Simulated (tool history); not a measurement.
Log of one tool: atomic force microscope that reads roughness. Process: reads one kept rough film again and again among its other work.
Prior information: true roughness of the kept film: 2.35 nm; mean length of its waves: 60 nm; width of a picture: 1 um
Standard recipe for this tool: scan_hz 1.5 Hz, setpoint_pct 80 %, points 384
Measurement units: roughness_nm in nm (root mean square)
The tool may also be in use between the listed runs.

run	day	scan_hz	setpoint_pct	points	roughness_nm
1	0	1.5	80	384	2.057
# day 0.117: new tip fitted
2	0.45	1.5	80	384	2.08
3	0.654	1.5	80	384	2.076
4	1.008	1.5	80	560	2.076
5	1.3	1.5	80	560	2.076
6	1.775	1.5	84	384	2.027
7	2.108	1.5	84	384	2.018
8	2.583	3.49	84	384	1.738
9	2.846	3.49	84	384	1.742
10	3.042	3.49	84	506	1.736
# day 3.312: new tip fitted
11	3.325	3.49	84	506	1.756
12	3.75	2.94	80	384	1.892
13	4.104	2.94	80	384	1.893
14	4.479	2.94	80	384	1.878
15	4.912	2.94	80	384	1.889
16	5.367	2.94	80	384	1.88
17	5.675	0.96	80	384	2.149
18	5.875	1.5	83	384	2.028
19	6.233	1.5	73	384	2.123
# day 6.512: new tip fitted
20	6.567	1.5	73	384	2.148
21	6.817	1.5	73	384	2.14
22	7.275	1.5	73	384	2.143
23	7.654	1	62	528	2.242
24	8.096	1.21	80	618	2.111
25	8.367	1.16	80	524	2.122
26	8.6	1.44	80	922	2.081
27	9.017	1.44	80	558	2.071
28	9.342	1.44	58	632	2.227
# day 9.721: new tip fitted
29	9.721	0.72	58	371	2.293
30	10.062	0.72	58	371	2.285
31	10.492	1.5	64	384	2.212
32	10.95	1.5	64	384	2.201
33	11.179	1.5	80	336	2.068
34	11.538	1.5	63	565	2.218
35	11.971	1.5	83	594	2.029
36	12.325	1.5	83	594	2.027

Measured minus without-hidden-state, run by run (identical run-to-run variation in each term; gauge scatter may differ):
Hidden state present: radius of the tip, nm; height scale over the true one, %; drift of the gauge itself on roughness_nm, %.
run	roughness_nm
1	-0.026
2	+0
3	-0.002
4	-0.004
5	-0.007
6	-0.01
7	-0.013
8	-0.014
9	-0.017
10	-0.018
11	+0.004
12	+0
13	-0.002
14	-0.005
15	-0.009
16	-0.013
17	-0.017
18	-0.017
19	-0.022
20	+0.004
21	+0.001
22	-0.002
23	-0.006
24	-0.01
25	-0.012
26	-0.013
27	-0.018
28	-0.022
29	+0.007
30	+0.004
31	-0.001
32	-0.005
33	-0.006
34	-0.011
35	-0.013
36	-0.016
